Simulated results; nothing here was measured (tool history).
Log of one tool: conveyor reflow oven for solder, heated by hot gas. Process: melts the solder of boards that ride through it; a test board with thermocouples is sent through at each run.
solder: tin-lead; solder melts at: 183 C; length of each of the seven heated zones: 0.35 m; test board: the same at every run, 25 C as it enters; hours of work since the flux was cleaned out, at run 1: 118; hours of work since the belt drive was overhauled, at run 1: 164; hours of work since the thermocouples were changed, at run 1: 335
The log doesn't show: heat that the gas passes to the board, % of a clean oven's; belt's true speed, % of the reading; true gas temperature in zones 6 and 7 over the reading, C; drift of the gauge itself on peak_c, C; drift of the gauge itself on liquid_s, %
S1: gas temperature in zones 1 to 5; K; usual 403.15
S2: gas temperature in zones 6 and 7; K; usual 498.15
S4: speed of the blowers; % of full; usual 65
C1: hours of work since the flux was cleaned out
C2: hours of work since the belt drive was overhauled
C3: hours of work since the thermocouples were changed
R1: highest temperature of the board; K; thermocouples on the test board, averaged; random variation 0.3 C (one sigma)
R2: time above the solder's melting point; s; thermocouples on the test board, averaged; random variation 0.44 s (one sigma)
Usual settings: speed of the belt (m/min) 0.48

run 1 hour=0.0 | S1=403.15 S2=498.15 speed_of_the_belt_(m/min)=0.48 S4=65 | C1=118 C2=164 C3=335 | R1=481.35 R2=53.1
run 2 hour=13.1 | S1=397.15 S2=498.15 speed_of_the_belt_(m/min)=0.48 S4=65 | C1=123 C2=169 C3=341 | R1=479.95 R2=50.1
run 3 hour=29.1 | S1=397.15 S2=498.15 speed_of_the_belt_(m/min)=0.48 S4=65 | C1=130 C2=176 C3=347 | R1=479.55 R2=49.7
run 4 hour=37.1 | S1=397.15 S2=498.15 speed_of_the_belt_(m/min)=0.48 S4=65 | C1=133 C2=179 C3=351 | R1=480.35 R2=50.0
run 5 hour=49.8 | S1=398.15 S2=498.15 speed_of_the_belt_(m/min)=0.48 S4=65 | C1=139 C2=185 C3=356 | R1=479.95 R2=50.0
run 6 hour=62.4 | S1=398.15 S2=498.15 speed_of_the_belt_(m/min)=0.48 S4=65 | C1=144 C2=190 C3=361 | R1=480.05 R2=51.0
run 7 hour=70.9 | S1=395.15 S2=498.15 speed_of_the_belt_(m/min)=0.48 S4=65 | C1=147 C2=193 C3=365 | R1=479.55 R2=49.3
run 8 hour=80.1 | S1=395.15 S2=498.15 speed_of_the_belt_(m/min)=0.48 S4=65 | C1=151 C2=197 C3=369 | R1=479.85 R2=48.7
run 9 hour=89.0 | S1=395.15 S2=498.15 speed_of_the_belt_(m/min)=0.48 S4=61 | C1=155 C2=201 C3=372 | R1=478.35 R2=46.1
run 10 hour=98.0 | S1=395.15 S2=498.15 speed_of_the_belt_(m/min)=0.48 S4=61 | C1=159 C2=205 C3=376 | R1=478.45 R2=46.4
run 11 hour=114.7 | S1=395.15 S2=498.15 speed_of_the_belt_(m/min)=0.48 S4=61 | C1=166 C2=212 C3=383 | R1=477.95 R2=47.4
run 12 hour=128.3 | S1=395.15 S2=487.15 speed_of_the_belt_(m/min)=0.48 S4=61 | C1=171 C2=217 C3=389 | R1=469.15 R2=33.4
run 13 hour=139.7 | S1=395.15 S2=487.15 speed_of_the_belt_(m/min)=0.48 S4=61 | C1=176 C2=222 C3=393 | R1=468.65 R2=32.0
run 14 hour=151.6 | S1=403.15 S2=498.15 speed_of_the_belt_(m/min)=0.48 S4=89 | C1=181 C2=227 C3=398 | R1=487.25 R2=61.3
run 15 hour=163.9 | S1=403.15 S2=498.15 speed_of_the_belt_(m/min)=0.48 S4=89 | C1=186 C2=232 C3=403 | R1=487.35 R2=60.8

Forecast run 16:
run 16 hour=178.7 | S1=403.15 S2=498.15 speed_of_the_belt_(m/min)=0.48 S4=89 | C1=192 C2=238 C3=410 | R1=? R2=?

Run 16 gave R1 486.85 K, R2 62.5 s.
Without the tool's hidden state the same run would have given R1 487.05 K, R2 62.8 s.
